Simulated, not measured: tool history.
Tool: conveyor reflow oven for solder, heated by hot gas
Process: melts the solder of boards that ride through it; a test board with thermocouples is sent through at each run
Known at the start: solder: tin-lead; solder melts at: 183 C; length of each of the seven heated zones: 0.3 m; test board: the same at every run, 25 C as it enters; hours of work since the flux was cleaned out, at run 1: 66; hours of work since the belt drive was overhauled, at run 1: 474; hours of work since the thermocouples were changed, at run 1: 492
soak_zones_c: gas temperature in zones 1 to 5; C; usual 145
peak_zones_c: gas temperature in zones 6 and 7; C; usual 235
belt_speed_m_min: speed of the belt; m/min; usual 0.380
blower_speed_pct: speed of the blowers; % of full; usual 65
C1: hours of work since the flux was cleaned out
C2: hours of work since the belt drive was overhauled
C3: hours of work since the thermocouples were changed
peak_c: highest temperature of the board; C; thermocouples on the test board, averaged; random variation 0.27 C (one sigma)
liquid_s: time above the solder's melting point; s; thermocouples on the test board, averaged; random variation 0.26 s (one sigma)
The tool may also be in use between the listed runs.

Run 1, day 0.000: usual settings; C1 66; C2 474; C3 492. Result: peak_c 217.3 C, liquid_s 74.7 s.
Run 2, day 0.529: usual settings; C1 75; C2 483; C3 502. Result: peak_c 216.4 C, liquid_s 73.9 s.
Run 3, day 1.258: usual settings but peak_zones_c 244 C; C1 89; C2 497; C3 515. Result: peak_c 224.4 C, liquid_s 81.2 s.
Run 4, day 1.662: usual settings; C1 96; C2 504; C3 523. Result: peak_c 216.2 C, liquid_s 73.9 s.
Run 5, day 2.333: usual settings but belt_speed_m_min 0.374 m/min; C1 108; C2 516; C3 535. Result: peak_c 217.4 C, liquid_s 76.2 s.
Run 6, day 2.933: usual settings; C1 119; C2 527; C3 546. Result: peak_c 216.5 C, liquid_s 74.4 s.
Run 7, day 3.538: usual settings; C1 130; C2 538; C3 557. Result: peak_c 217.0 C, liquid_s 73.8 s.
Run 8, day 4.083: usual settings; C1 140; C2 548; C3 567. Result: peak_c 216.3 C, liquid_s 74.2 s.
Run 9, day 4.575: usual settings; C1 149; C2 558; C3 576. Result: peak_c 216.2 C, liquid_s 74.0 s.
Run 10, day 4.967: usual settings; C1 157; C2 565; C3 583. Result: peak_c 216.8 C, liquid_s 74.4 s.
Run 11, day 5.483: usual settings; C1 166; C2 574; C3 593. Result: peak_c 215.7 C, liquid_s 74.0 s.
Run 12, day 6.021: usual settings; C1 176; C2 584; C3 602. Result: peak_c 216.4 C, liquid_s 72.8 s.
Run 13, day 6.375: usual settings; C1 182; C2 590; C3 609. Result: peak_c 215.9 C, liquid_s 73.6 s.
Run 14, day 6.975: usual settings but belt_speed_m_min 0.423 m/min; C1 193; C2 601; C3 620. Result: peak_c 212.3 C, liquid_s 61.1 s.
Run 15, day 7.467: usual settings but belt_speed_m_min 0.423 m/min; C1 202; C2 610; C3 629. Result: peak_c 212.4 C, liquid_s 61.7 s.
Run 16, day 8.088: usual settings but belt_speed_m_min 0.423 m/min; C1 214; C2 622; C3 640. Result: peak_c 212.1 C, liquid_s 61.3 s.
Run 17, day 8.633: usual settings but belt_speed_m_min 0.423 m/min; C1 224; C2 632; C3 650. Result: peak_c 212.2 C, liquid_s 61.5 s.
Run 18, day 9.129: usual settings but belt_speed_m_min 0.423 m/min; C1 233; C2 641; C3 659. Result: peak_c 212.3 C, liquid_s 61.1 s.
Run 19, day 9.454: usual settings but belt_speed_m_min 0.423 m/min; C1 239; C2 647; C3 665. Result: peak_c 212.5 C, liquid_s 60.6 s.
Run 20, day 9.829: usual settings but belt_speed_m_min 0.423 m/min; C1 246; C2 654; C3 672. Result: peak_c 211.6 C, liquid_s 61.3 s.
Run 21, day 10.408: usual settings but peak_zones_c 244 C, belt_speed_m_min 0.320 m/min; C1 256; C2 664; C3 683. Result: peak_c 228.8 C, liquid_s 101.2 s.
Run 22, day 10.933: usual settings but soak_zones_c 140 C, peak_zones_c 244 C, belt_speed_m_min 0.320 m/min; C1 266; C2 674; C3 693. Result: peak_c 228.1 C, liquid_s 97.8 s.
Run 23, day 11.283: usual settings but soak_zones_c 137 C, peak_zones_c 244 C, belt_speed_m_min 0.403 m/min; C1 272; C2 680; C3 699. Result: peak_c 218.7 C, liquid_s 68.1 s.
Run 24, day 11.875: usual settings but soak_zones_c 143 C, peak_zones_c 228 C, belt_speed_m_min 0.403 m/min, blower_speed_pct 82 % of full; C1 283; C2 691; C3 710. Result: peak_c 211.5 C, liquid_s 64.5 s.
Run 25, day 12.462: usual settings but soak_zones_c 143 C, peak_zones_c 226 C, belt_speed_m_min 0.403 m/min, blower_speed_pct 82 % of full; C1 294; C2 702; C3 721. Result: peak_c 210.1 C, liquid_s 63.2 s.
Run 26, day 12.938: usual settings but soak_zones_c 143 C, peak_zones_c 226 C, belt_speed_m_min 0.403 m/min, blower_speed_pct 82 % of full; C1 303; C2 711; C3 729. Result: peak_c 209.8 C, liquid_s 63.1 s.
Run 27, day 13.417: usual settings but soak_zones_c 148 C, peak_zones_c 229 C; C1 312; C2 720; C3 738. Result: peak_c 210.9 C, liquid_s 70.1 s.
Run 28, day 13.800: usual settings; C1 319; C2 727; C3 745. Result: peak_c 215.6 C, liquid_s 72.7 s.
Run 29, day 14.312: usual settings; C1 328; C2 736; C3 755. Result: peak_c 215.1 C, liquid_s 72.9 s.
Run 30, day 14.879: usual settings but soak_zones_c 144 C, peak_zones_c 236 C; C1 338; C2 746; C3 765. Result: peak_c 216.0 C, liquid_s 72.6 s.

Forecast each of these 4 alternatives for the next run:
Run A, day 15.579: usual settings but soak_zones_c 157 C; C1 351; C2 759; C3 778. Result: peak_c ?, liquid_s ?.
Run B, day 15.579: usual settings but soak_zones_c 133 C, peak_zones_c 231 C, belt_speed_m_min 0.437 m/min; C1 351; C2 759; C3 778. Result: peak_c ?, liquid_s ?.
Run C, day 15.579: usual settings but soak_zones_c 147 C, belt_speed_m_min 0.411 m/min; C1 351; C2 759; C3 778. Result: peak_c ?, liquid_s ?.
Run D, day 15.579: usual settings but blower_speed_pct 63 % of full; C1 351; C2 759; C3 778. Result: peak_c ?, liquid_s ?.

run  peak_c  liquid_s
  A   217.9      81.9
  B   203.4      44.3
  C   212.2      64.9
  D   214.8      71.8
Without the tool's hidden state the same runs would have given:
run  peak_c  liquid_s
  A   220.0      82.2
  B   206.0      47.2
  C   214.6      66.3
  D   217.0      72.9

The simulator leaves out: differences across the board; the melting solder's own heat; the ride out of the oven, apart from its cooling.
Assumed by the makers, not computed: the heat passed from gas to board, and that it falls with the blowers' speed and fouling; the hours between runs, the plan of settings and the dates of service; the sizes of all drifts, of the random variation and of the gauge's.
